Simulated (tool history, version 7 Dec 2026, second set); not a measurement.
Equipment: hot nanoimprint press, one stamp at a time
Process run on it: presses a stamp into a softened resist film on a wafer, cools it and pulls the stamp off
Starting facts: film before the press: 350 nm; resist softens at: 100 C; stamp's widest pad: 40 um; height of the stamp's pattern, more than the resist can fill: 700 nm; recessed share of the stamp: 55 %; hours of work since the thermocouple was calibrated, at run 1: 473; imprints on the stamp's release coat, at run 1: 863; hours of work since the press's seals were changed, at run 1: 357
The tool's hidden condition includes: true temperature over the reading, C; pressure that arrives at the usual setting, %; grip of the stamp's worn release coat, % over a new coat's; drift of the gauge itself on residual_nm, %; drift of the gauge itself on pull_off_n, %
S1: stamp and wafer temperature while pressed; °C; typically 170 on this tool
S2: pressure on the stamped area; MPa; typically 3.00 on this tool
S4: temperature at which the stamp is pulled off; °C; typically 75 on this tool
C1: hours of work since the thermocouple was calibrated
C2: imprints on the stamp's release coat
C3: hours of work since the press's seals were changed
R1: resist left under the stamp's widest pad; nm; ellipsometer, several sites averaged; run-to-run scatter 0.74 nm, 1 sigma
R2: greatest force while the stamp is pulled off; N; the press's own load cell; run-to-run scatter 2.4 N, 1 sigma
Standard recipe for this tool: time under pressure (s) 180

run 1 hour=0.0 | S1=170 S2=3.00 time_under_pressure_(s)=180 S4=75 | C1=473 C2=863 C3=357 | R1=160.7 R2=171
-- hour=16.1 plate thermocouple calibrated
run 2 hour=16.1 | S1=170 S2=3.00 time_under_pressure_(s)=180 S4=75 | C1=0 C2=893 C3=366 | R1=160.3 R2=178
run 3 hour=30.2 | S1=170 S2=4.55 time_under_pressure_(s)=180 S4=75 | C1=10 C2=925 C3=375 | R1=125.5 R2=179
run 4 hour=48.0 | S1=170 S2=4.55 time_under_pressure_(s)=180 S4=75 | C1=22 C2=965 C3=388 | R1=126.6 R2=177
run 5 hour=59.6 | S1=170 S2=4.55 time_under_pressure_(s)=180 S4=75 | C1=29 C2=991 C3=395 | R1=126.3 R2=180
run 6 hour=77.7 | S1=170 S2=3.00 time_under_pressure_(s)=180 S4=75 | C1=42 C2=1033 C3=408 | R1=161.9 R2=180
run 7 hour=95.9 | S1=170 S2=3.00 time_under_pressure_(s)=180 S4=71 | C1=54 C2=1074 C3=420 | R1=161.9 R2=199
run 8 hour=121.4 | S1=180 S2=3.00 time_under_pressure_(s)=180 S4=75 | C1=71 C2=1131 C3=437 | R1=109.7 R2=179
run 9 hour=144.2 | S1=180 S2=3.00 time_under_pressure_(s)=180 S4=75 | C1=87 C2=1183 C3=453 | R1=110.3 R2=179
run 10 hour=159.3 | S1=180 S2=3.00 time_under_pressure_(s)=180 S4=75 | C1=97 C2=1217 C3=463 | R1=109.2 R2=176
run 11 hour=182.2 | S1=170 S2=3.00 time_under_pressure_(s)=180 S4=75 | C1=113 C2=1269 C3=478 | R1=161.9 R2=180
-- hour=194.3 stamp cleaned and given a new release coat
run 12 hour=209.2 | S1=170 S2=3.69 time_under_pressure_(s)=180 S4=75 | C1=127 C2=34 C3=493 | R1=144.8 R2=175
run 13 hour=233.4 | S1=170 S2=3.69 time_under_pressure_(s)=180 S4=75 | C1=143 C2=89 C3=509 | R1=144.5 R2=177
run 14 hour=244.7 | S1=170 S2=3.69 time_under_pressure_(s)=180 S4=75 | C1=151 C2=114 C3=517 | R1=145.5 R2=177
run 15 hour=269.9 | S1=170 S2=3.69 time_under_pressure_(s)=180 S4=75 | C1=168 C2=171 C3=534 | R1=146.3 R2=178
run 16 hour=283.6 | S1=170 S2=3.69 time_under_pressure_(s)=180 S4=75 | C1=177 C2=202 C3=543 | R1=145.8 R2=173
-- hour=293.5 gauge calibrated
run 17 hour=306.7 | S1=170 S2=3.67 time_under_pressure_(s)=180 S4=75 | C1=193 C2=255 C3=559 | R1=142.0 R2=179
run 18 hour=319.2 | S1=174 S2=3.00 time_under_pressure_(s)=294 S4=75 | C1=201 C2=283 C3=567 | R1=115.3 R2=180
run 19 hour=331.5 | S1=174 S2=3.00 time_under_pressure_(s)=294 S4=75 | C1=210 C2=311 C3=576 | R1=116.2 R2=179
run 20 hour=351.5 | S1=173 S2=3.00 time_under_pressure_(s)=283 S4=77 | C1=223 C2=356 C3=589 | R1=121.4 R2=170
run 21 hour=364.5 | S1=170 S2=3.00 time_under_pressure_(s)=180 S4=65 | C1=232 C2=386 C3=598 | R1=161.7 R2=230
run 22 hour=375.9 | S1=170 S2=3.97 time_under_pressure_(s)=180 S4=75 | C1=240 C2=412 C3=606 | R1=137.5 R2=177
run 23 hour=392.2 | S1=167 S2=2.58 time_under_pressure_(s)=94 S4=63 | C1=251 C2=449 C3=617 | R1=234.8 R2=234
run 24 hour=403.4 | S1=178 S2=2.58 time_under_pressure_(s)=140 S4=83 | C1=258 C2=474 C3=624 | R1=140.6 R2=137
run 25 hour=428.0 | S1=179 S2=2.41 time_under_pressure_(s)=169 S4=72 | C1=275 C2=530 C3=641 | R1=133.1 R2=193
run 26 hour=443.0 | S1=171 S2=3.00 time_under_pressure_(s)=180 S4=75 | C1=285 C2=564 C3=651 | R1=155.0 R2=179
run 27 hour=466.3 | S1=171 S2=3.00 time_under_pressure_(s)=180 S4=75 | C1=301 C2=616 C3=667 | R1=156.4 R2=181
run 28 hour=491.4 | S1=171 S2=3.00 time_under_pressure_(s)=180 S4=75 | C1=318 C2=673 C3=684 | R1=156.2 R2=178
run 29 hour=515.8 | S1=171 S2=3.00 time_under_pressure_(s)=180 S4=75 | C1=335 C2=729 C3=700 | R1=156.9 R2=176

4 options for the next run, each taken on its own from the tool as it stands now. Forecast them:
run A hour=540.7 | S1=171 S2=4.73 time_under_pressure_(s)=120 S4=75 | C1=351 C2=785 C3=717 | R1=? R2=?
run B hour=540.7 | S1=170 S2=3.00 time_under_pressure_(s)=126 S4=66 | C1=351 C2=785 C3=717 | R1=? R2=?
run C hour=540.7 | S1=171 S2=3.00 time_under_pressure_(s)=180 S4=66 | C1=351 C2=785 C3=717 | R1=? R2=?
run D hour=540.7 | S1=159 S2=3.00 time_under_pressure_(s)=180 S4=75 | C1=351 C2=785 C3=717 | R1=? R2=?

run=A R1=138.0 R2=182
run=B R1=182.3 R2=221
run=C R1=157.2 R2=216
run=D R1=249.8 R2=178
Without the tool's hidden state the same runs would have given:
run=A R1=135.3 R2=182
run=B R1=178.8 R2=221
run=C R1=154.2 R2=215
run=D R1=245.1 R2=178

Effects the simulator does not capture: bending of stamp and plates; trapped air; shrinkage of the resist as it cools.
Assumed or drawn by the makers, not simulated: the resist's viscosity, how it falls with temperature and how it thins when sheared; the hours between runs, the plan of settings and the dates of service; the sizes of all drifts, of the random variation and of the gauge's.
